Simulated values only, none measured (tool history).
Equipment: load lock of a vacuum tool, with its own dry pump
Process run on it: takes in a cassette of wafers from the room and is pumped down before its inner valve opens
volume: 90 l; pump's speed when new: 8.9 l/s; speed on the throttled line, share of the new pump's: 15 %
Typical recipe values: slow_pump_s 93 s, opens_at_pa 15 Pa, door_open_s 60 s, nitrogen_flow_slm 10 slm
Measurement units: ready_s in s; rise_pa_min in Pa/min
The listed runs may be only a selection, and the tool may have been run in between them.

run,hour,slow_pump_s,opens_at_pa,door_open_s,nitrogen_flow_slm,"incoming humidity of the room's air, %",ready_s,rise_pa_min
1,0.0,93,15,60,10,44.1,170.2,0.097
2,661.4,93,15,60,10,42.7,172.5,0.121
3,1244.4,93,28,60,10,46.6,165.1,0.149
4,1847.7,93,28,60,10,47.2,166.9,0.181
5,2175.7,93,28,60,10,46.5,166.8,0.200
6,2749.2,93,28,60,10,47.0,170.0,0.224
7,3128.0,93,15,60,14,44.1,177.0,0.247
8,3580.2,93,15,176,14,43.9,176.5,0.301
9,4101.3,93,15,176,14,44.6,178.2,0.336
10,4677.3,93,26,60,10,44.9,172.3,0.361
11,5351.4,93,14,60,10,47.1,182.5,0.421
12,5647.4,93,15,60,10,45.3,180.9,0.440
# hour 5700.6: door's seal changed, seat wiped
13,6210.9,93,15,179,10,42.9,181.2,0.055
14,6879.2,93,15,78,10,44.7,182.3,0.055
15,7510.9,93,15,29,10,46.2,184.5,0.064
16,7878.5,93,15,60,10,45.6,182.8,0.076
17,8295.2,93,15,60,10,43.3,185.0,0.087
18,8570.1,93,15,60,10,45.5,185.6,0.100
19,8950.2,93,15,60,10,47.1,184.3,0.127
20,9619.5,93,15,123,6,43.8,187.1,0.175
21,10092.4,108,15,123,6,46.5,199.3,0.211
22,10676.7,108,15,123,6,45.3,198.4,0.236

The next listed run, before its measurement:
23,11024.6,128,11,123,15,45.0,?,?

{"run 23": {"ready_s": 219.4, "rise_pa_min": 0.239}}
If the tool had no hidden condition, the same run with the same run-to-run variation would have returned ready_s 198.8 s, rise_pa_min 0.036 Pa/min.
